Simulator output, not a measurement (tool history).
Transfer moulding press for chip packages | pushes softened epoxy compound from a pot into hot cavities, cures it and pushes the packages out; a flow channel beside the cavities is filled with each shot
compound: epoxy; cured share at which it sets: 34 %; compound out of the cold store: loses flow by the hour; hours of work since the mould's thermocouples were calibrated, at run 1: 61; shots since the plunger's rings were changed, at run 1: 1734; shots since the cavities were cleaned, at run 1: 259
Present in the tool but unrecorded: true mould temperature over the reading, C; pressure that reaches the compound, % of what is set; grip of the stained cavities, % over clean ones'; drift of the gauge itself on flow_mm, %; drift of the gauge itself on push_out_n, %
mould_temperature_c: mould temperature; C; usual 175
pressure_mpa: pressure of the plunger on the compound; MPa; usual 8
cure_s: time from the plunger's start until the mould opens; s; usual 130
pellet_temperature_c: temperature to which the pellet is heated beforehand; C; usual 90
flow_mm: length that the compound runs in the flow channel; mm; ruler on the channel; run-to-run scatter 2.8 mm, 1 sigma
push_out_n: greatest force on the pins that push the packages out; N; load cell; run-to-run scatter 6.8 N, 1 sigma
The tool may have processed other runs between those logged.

run     day  mould_temperature_c  pressure_mpa  cure_s  pellet_temperature_c  hours of work since the mould's thermocouples were calibrated  shots since the plunger's rings were changed  shots since the cavities were cleaned  incoming compound's hours out of the cold store  flow_mm  push_out_n
  1       0                  175             8     130                    90                                                             61                                          1734                                    259                                              8.7      607         370
      1.579  -- cavities cleaned with cleaning compound and waxed
  2   3.083                  175             8     130                    90                                                             94                                          2216                                    240                                             38.2      552         346
  3   4.508                  175             8     130                    90                                                            110                                          2443                                    467                                             21.3      580         404
      4.733  -- cavities cleaned with cleaning compound and waxed
  4   7.008                  175             8     130                    90                                                            137                                          2832                                    363                                             44.6      537         382
      8.012  -- cavities cleaned with cleaning compound and waxed
  5   8.612                  175             8     130                    90                                                            154                                          3078                                     96                                             10.3      595         319
  6  10.362                  175             8     130                    90                                                            173                                          3357                                    375                                             33.2      554         411
     11.317  -- cavities cleaned with cleaning compound and waxed
  7  13.217                  175             8     130                    90                                                            204                                          3802                                    302                                             20.3      575         382
     14.483  -- cavities cleaned with cleaning compound and waxed
  8  14.808                  175             8     130                    90                                                            221                                          4046                                     51                                             14.8      585         298
  9  17.079                  175             8     130                    90                                                            246                                          4409                                    414                                             41.1      540         387
     17.862  -- cavities cleaned with cleaning compound and waxed
 10  18.688                  175             8     130                    90                                                            263                                          4655                                    131                                             31.2      550         326
     21.062  -- cavities cleaned with cleaning compound and waxed
 11  21.979                  178             8     130                    90                                                            299                                          5171                                    147                                               13      573         290
 12  24.079                  178             8     130                    90                                                            322                                          5505                                    481                                             11.4      575         351
     24.383  -- cavities cleaned with cleaning compound and waxed
 13    25.7                  178             8     130                    90                                                            339                                          5754                                    210                                             23.4      551         319
     25.988  -- mould's thermocouples calibrated
     27.767  -- cavities cleaned with cleaning compound and waxed
 14  28.904                  178             8     130                    90                                                             32                                          6242                                    182                                              9.5      571         291
 15  30.567                  174          8.31     130                    90                                                             50                                          6507                                    447                                             15.8      579         417
     31.046  -- cavities cleaned with cleaning compound and waxed
 16  31.971                  170          9.29     130                    90                                                             65                                          6721                                    147                                             23.3      614         443
     33.438  -- plunger's sealing rings changed
     33.792  -- mould's thermocouples calibrated, once more
 17  34.083                  170          9.29     130                    90                                                              3                                            89                                    454                                             10.2      683         626
     34.504  -- cavities cleaned with cleaning compound and waxed
 18  35.579                  170          9.29     130                    90                                                             19                                           318                                    171                                             22.6      659         497
     37.833  -- cavities cleaned with cleaning compound and waxed
 19    37.9                  174          9.75     140                    95                                                             44                                           678                                     11                                             19.9      658         281
     40.996  -- cavities cleaned with cleaning compound and waxed
 20  41.192                  173          8.82     140                    99                                                             80                                          1193                                     31                                               41      595         293
     44.421  -- cavities cleaned with cleaning compound and waxed
 21  44.433                  173          8.19     135                    99                                                            115                                          1700                                      2                                             45.1      556         303
 22  46.079                  176             8     130                    90                                                            133                                          1963                                    265                                             13.5      596         350
     47.629  -- cavities cleaned with cleaning compound and waxed
 23  49.217                  174             8     142                    90                                                            167                                          2453                                    253                                             36.2      554         342
     50.858  -- cavities cleaned with cleaning compound and waxed
 24  52.079                  175             8     141                    90                                                            198                                          2900                                    194                                             37.5      548         333
 25  53.842                  175             8     135                    97                                                            218                                          3181                                    475                                               42      540         381
     54.183  -- cavities cleaned with cleaning compound and waxed
 26  56.362                  175             8     135                    97                                                            245                                          3574                                    348                                             38.4      544         345
     57.417  -- cavities cleaned with cleaning compound and waxed
 27  58.775                  175             8     135                    97                                                            271                                          3948                                    216                                             43.6      538         334

Branching from run 27: 4 alternative next runs. What would each branch give?
     60.629  -- cavities cleaned with cleaning compound and waxed
  A  61.046                  175          9.33     135                    97                                                            295                                          4301                                     67                                             22.2        ?           ?
     60.629  -- cavities cleaned with cleaning compound and waxed
  B  61.046                  174             8     157                    97                                                            295                                          4301                                     67                                               10        ?           ?
     60.629  -- cavities cleaned with cleaning compound and waxed
  C  61.046                  175          6.17     135                    97                                                            295                                          4301                                     67                                             25.1        ?           ?
     60.629  -- cavities cleaned with cleaning compound and waxed
  D  61.046                  182             8     130                    90                                                            295                                          4301                                     67                                             33.7        ?           ?

run  flow_mm  push_out_n
  A      615         284
  B      592         271
  C      493         296
  D      532         250
The same runs, with their run-to-run variation unchanged, on a tool lacking any hidden condition would have given:
run  flow_mm  push_out_n
  A      637         257
  B      613         244
  C      511         268
  D      551         224
